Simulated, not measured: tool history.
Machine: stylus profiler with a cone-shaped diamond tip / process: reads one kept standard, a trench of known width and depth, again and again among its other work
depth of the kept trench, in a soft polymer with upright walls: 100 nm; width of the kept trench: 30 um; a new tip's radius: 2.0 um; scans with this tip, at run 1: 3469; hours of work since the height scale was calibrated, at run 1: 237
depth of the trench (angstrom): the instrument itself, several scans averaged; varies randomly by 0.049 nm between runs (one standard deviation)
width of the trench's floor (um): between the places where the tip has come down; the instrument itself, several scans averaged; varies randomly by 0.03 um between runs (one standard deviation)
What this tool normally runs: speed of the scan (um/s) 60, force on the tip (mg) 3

run	hour	speed of the scan (um/s)	force on the tip (mg)	scans with this tip	hours of work since the height scale was calibrated	depth of the trench (angstrom)	width of the trench's floor (um)
1	0	60	3	3469	237	1008.1	28.48
2	58.3	60	2.84	3953	270	1007.1	28.48
3	86.1	60	2.84	4184	286	1008.3	28.45
4	145.6	60	1.9	4678	320	1005.9	28.39
5	172.9	73	3	4904	335	1007.8	28.4
6	209.6	73	3	5209	356	1008.2	28.35
7	252	60	3.01	5561	380	1007.2	28.46
8	303.5	60	3	5988	409	1007.2	28.49
9	334.3	60	3	6244	427	1007.8	28.4
10	377.2	60	3	6601	451	1007.7	28.45
11	429.1	70	3	7032	481	1007.8	28.35
12	466.9	70	3	7345	502	1008.5	28.42
13	525.5	60	3	7832	535	1007.8	28.42
14	565	36	3	8159	558	1007.7	28.6
15	590.8	36	3	8374	572	1007.5	28.56
16	630.3	60	3	8702	595	1007.9	28.43
17	665.5	60	3	8994	615	1008	28.4
18	723.3	107	3	9474	648	1006.3	28.21
19	774.5	107	3	9899	677	1007.5	28.18
20	802	40	3	10128	692	1007.6	28.53
21	833.7	40	3	10390	710	1007.1	28.53
22	869.6	40	3	10689	731	1008.4	28.52
23	916.2	60	3	11076	757	1006.7	28.41
24	957.7	60	3	11421	781	1007.1	28.49
25	1016.6	16	2.35	11909	814	1006.9	28.63
26	1052.7	77	3	12209	835	1007	28.35
27	1081.4	58	6.06	12447	851	1012.8	28.57
28	1132.3	15	2.47	12870	880	1006.9	28.61
29	1192.2	60	3.45	13368	914	1008.5	28.45
30	1229.3	60	3.45	13675	935	1008.8	28.47
31	1264.2	60	3.45	13965	955	1008.2	28.46
32	1304.3	60	3.45	14298	977	1007.7	28.51
33	1330.3	16	1.75	14514	992	1005.8	28.58
34	1388.3	16	1.75	14996	1025	1005.5	28.62
35	1445.9	16	1.75	15474	1058	1005.1	28.65
36	1499.9	16	1.75	15922	1088	1005.5	28.59
37	1546.5	29	8.86	16309	1115	1015.8	28.65
38	1605.1	46	3.26	16796	1148	1007.5	28.49
39	1643.9	46	3.26	17117	1170	1007.7	28.51
40	1692.5	46	3.26	17522	1198	1007.7	28.49
41	1731.7	18	1.56	17847	1220	1004.5	28.61
42	1785.9	18	1.56	18297	1251	1004.8	28.61
43	1836.1	22	1.57	18713	1279	1004.9	28.56
44	1875.1	69	2.48	19037	1301	1007	28.35
45	1913.7	69	2.48	19358	1323	1007.4	28.3
46	1940.8	46	1.02	19583	1339	1003.5	28.32
47	1998.8	59	1.11	20064	1372	1002.7	28.24

Pick out some run-to-run changes in width of the trench's floor (um). Of each, how much would a tool without hidden state show as well, from the settings, what came in and chance, and how much is left for the hidden state and any gauge scatter not in both results compared?
The tool's hidden condition here consists of: radius of the tip, um; height scale over the true one, %; drift of the gauge itself on depth_nm, %; drift of the gauge itself on floor_um, %.
Run 1 -> 2: force on the tip (mg) 3 -> 2.84. width of the trench's floor (um) +0: hidden state -0.01, all else +0.01.
Run 2 -> 3: nothing adjusted, nothing logged. width of the trench's floor (um) -0.03: hidden state +0.01, all else -0.04.
Run 3 -> 4: force on the tip (mg) 2.84 -> 1.9. width of the trench's floor (um) -0.06: hidden state -0.01, all else -0.05.
Run 19 -> 20: speed of the scan (um/s) 107 -> 40. width of the trench's floor (um) +0.35: hidden state -0.01, all else +0.36.
Run 25 -> 26: speed of the scan (um/s) 16 -> 77, force on the tip (mg) 2.35 -> 3. width of the trench's floor (um) -0.28: hidden state +0, all else -0.28.
Run 26 -> 27: speed of the scan (um/s) 77 -> 58, force on the tip (mg) 3 -> 6.06. width of the trench's floor (um) +0.22: hidden state +0, all else +0.22.

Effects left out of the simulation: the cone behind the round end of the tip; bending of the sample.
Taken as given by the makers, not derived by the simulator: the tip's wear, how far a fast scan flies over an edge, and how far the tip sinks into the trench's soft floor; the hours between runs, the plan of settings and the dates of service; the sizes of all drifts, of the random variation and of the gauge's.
